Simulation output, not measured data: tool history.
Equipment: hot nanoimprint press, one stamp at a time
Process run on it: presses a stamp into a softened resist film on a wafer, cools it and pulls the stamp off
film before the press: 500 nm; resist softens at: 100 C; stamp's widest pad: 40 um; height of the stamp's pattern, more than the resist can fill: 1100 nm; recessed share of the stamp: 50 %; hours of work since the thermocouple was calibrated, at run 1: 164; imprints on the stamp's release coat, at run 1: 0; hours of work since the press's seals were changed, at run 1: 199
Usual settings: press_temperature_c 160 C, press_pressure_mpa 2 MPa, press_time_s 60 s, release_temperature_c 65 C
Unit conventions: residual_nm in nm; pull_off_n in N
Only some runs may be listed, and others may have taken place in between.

| run | hour | press_temperature_c | press_pressure_mpa | press_time_s | release_temperature_c | hours of work since the thermocouple was calibrated | imprints on the stamp's release coat | hours of work since the press's seals were changed | residual_nm | pull_off_n |
|---|---|---|---|---|---|---|---|---|---|---|
| 1 | 0 | 160 | 2 | 60 | 65 | 164 | 0 | 199 | 251.4 | 169 |
| 2 | 81.5 | 160 | 2 | 60 | 65 | 220 | 325 | 255 | 251.6 | 184 |
| 3 | 143.3 | 160 | 2 | 60 | 65 | 263 | 571 | 298 | 249 | 190 |
| 4 | 187.5 | 160 | 2 | 60 | 65 | 294 | 747 | 329 | 247.1 | 200 |
|  | 210.5 | stamp cleaned and given a new release coat |
| 5 | 272.2 | 160 | 2 | 60 | 65 | 348 | 246 | 383 | 245.4 | 179 |
| 6 | 354.4 | 165 | 2 | 60 | 65 | 405 | 574 | 440 | 205.9 | 190 |
|  | 394.3 | plate thermocouple calibrated |
| 7 | 413.3 | 165 | 2 | 60 | 65 | 13 | 797 | 479 | 198.5 | 196 |
|  | 423.8 | stamp cleaned and given a new release coat |
| 8 | 487.3 | 160 | 2 | 60 | 65 | 60 | 253 | 526 | 234 | 175 |
| 9 | 570.3 | 160 | 2 | 60 | 56 | 118 | 584 | 583 | 232 | 207 |
| 10 | 620.4 | 160 | 2 | 60 | 56 | 152 | 784 | 618 | 231.1 | 216 |
|  | 634.9 | stamp cleaned and given a new release coat |
|  | 657.5 | plate thermocouple calibrated, once more |
| 11 | 726.4 | 160 | 2 | 60 | 56 | 48 | 353 | 685 | 264.3 | 204 |
| 12 | 784.6 | 160 | 2 | 60 | 63 | 88 | 585 | 725 | 263.5 | 200 |
|  | 848.4 | stamp cleaned and given a new release coat |
| 13 | 870 | 172 | 2 | 60 | 65 | 143 | 86 | 780 | 171.5 | 176 |
| 14 | 955 | 172 | 2 | 60 | 65 | 202 | 425 | 839 | 170 | 189 |
| 15 | 1010.3 | 160 | 2 | 60 | 65 | 240 | 645 | 877 | 256.5 | 197 |
|  | 1058.4 | stamp cleaned and given a new release coat |
| 16 | 1073.5 | 149 | 2 | 60 | 70 | 280 | 60 | 917 | 365.3 | 168 |
| 17 | 1163.4 | 160 | 2.8 | 60 | 65 | 342 | 419 | 979 | 213.1 | 189 |
| 18 | 1233.2 | 160 | 2.71 | 38 | 62 | 390 | 697 | 1027 | 248.5 | 204 |
|  | 1271.4 | stamp cleaned and given a new release coat |
|  | 1299.6 | plate thermocouple calibrated |
| 19 | 1299.6 | 160 | 2.98 | 61 | 65 | 0 | 101 | 1067 | 214.7 | 176 |
| 20 | 1354.9 | 160 | 2.98 | 61 | 65 | 38 | 321 | 1105 | 212.8 | 187 |
| 21 | 1416.7 | 152 | 1.94 | 63 | 51 | 81 | 568 | 1148 | 341 | 227 |
|  | 1457.6 | press's hydraulic seals changed and the load cell set to zero |
|  | 1496.8 | stamp cleaned and given a new release coat |
| 22 | 1497 | 152 | 1.94 | 63 | 53 | 127 | 1 | 23 | 335.4 | 195 |
| 23 | 1541.2 | 160 | 2 | 31 | 62 | 157 | 177 | 54 | 309.8 | 183 |
| 24 | 1604.9 | 160 | 2 | 31 | 62 | 202 | 431 | 98 | 307.8 | 194 |
| 25 | 1682.3 | 167 | 2.67 | 35 | 69 | 255 | 740 | 151 | 198.6 | 193 |
|  | 1704.8 | stamp cleaned and given a new release coat |
| 26 | 1733 | 167 | 2.67 | 35 | 69 | 286 | 112 | 182 | 197.8 | 164 |
| 27 | 1810.8 | 167 | 2.67 | 35 | 69 | 340 | 422 | 236 | 197 | 179 |
| 28 | 1866.8 | 167 | 2.67 | 35 | 69 | 379 | 645 | 275 | 196.3 | 185 |
| 29 | 1906.5 | 168 | 2.67 | 35 | 63 | 406 | 803 | 302 | 189.4 | 203 |

Each row is a separate what-if for the run after 29, all from the same tool condition, not one after another. Results?
|  | 1918.1 | stamp cleaned and given a new release coat |
|  | 1949.1 | plate thermocouple calibrated |
| A | 1991.3 | 160 | 2 | 52 | 65 | 29 | 279 | 355 | ? | ? |
|  | 1918.1 | stamp cleaned and given a new release coat |
|  | 1949.1 | plate thermocouple calibrated |
| B | 1991.3 | 155 | 2 | 31 | 52 | 29 | 279 | 355 | ? | ? |
|  | 1918.1 | stamp cleaned and given a new release coat |
|  | 1949.1 | plate thermocouple calibrated |
| C | 1991.3 | 160 | 2.44 | 39 | 55 | 29 | 279 | 355 | ? | ? |

| run | residual_nm | pull_off_n |
|---|---|---|
| A | 272.2 | 183 |
| B | 367.4 | 208 |
| C | 271 | 206 |
Without the tool's unlogged condition, the same runs would have read:
| run | residual_nm | pull_off_n |
|---|---|---|
| A | 271.7 | 172 |
| B | 367 | 196 |
| C | 270.2 | 193 |
